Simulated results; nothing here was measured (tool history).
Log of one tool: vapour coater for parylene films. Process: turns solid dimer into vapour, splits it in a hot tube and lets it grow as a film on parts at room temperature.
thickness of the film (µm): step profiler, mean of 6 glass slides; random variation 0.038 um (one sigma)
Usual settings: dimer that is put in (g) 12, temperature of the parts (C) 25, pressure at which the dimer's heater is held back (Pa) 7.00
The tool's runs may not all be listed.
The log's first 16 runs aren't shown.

run    hour  dimer that is put in (g)  temperature of the parts (C)  pressure at which the dimer's heater is held back (Pa)  hours of work since the trap's valve was overhauled  hours of work since the table's thermometer was calibrated  thickness of the film (µm)
 17   833.5                         9                            25                                                    7.00                                                  313                                                        1582                        4.55
 18   861.7                         9                            25                                                    7.00                                                  330                                                        1599                        4.53
 19   892.7                        12                            25                                                    7.95                                                  349                                                        1617                        5.88
 20   939.7                        12                            25                                                    7.95                                                  377                                                        1646                        5.88
 21   968.0                        21                            25                                                    7.95                                                  394                                                        1663                       10.26
 22   996.5                        21                            25                                                    3.70                                                  411                                                        1680                       11.30
 23  1029.3                        12                            25                                                    7.00                                                  431                                                        1700                        5.95
 24  1088.8                        12                            25                                                    7.00                                                  467                                                        1735                        5.91
 25  1117.7                         6                            19                                                    7.00                                                  484                                                        1753                        3.58
 26  1171.7                        21                            25                                                    7.00                                                  517                                                        1785                       10.20
 27  1212.3                         5                            25                                                    6.89                                                  541                                                        1810                        2.43

Run 28 comes next. What will it give?
 28  1260.5                         5                            25                                                    6.89                                                  570                                                        1839                           ?

thickness of the film (µm): 2.41
Without the tool's hidden state the same run would have given thickness of the film (µm) 2.58.
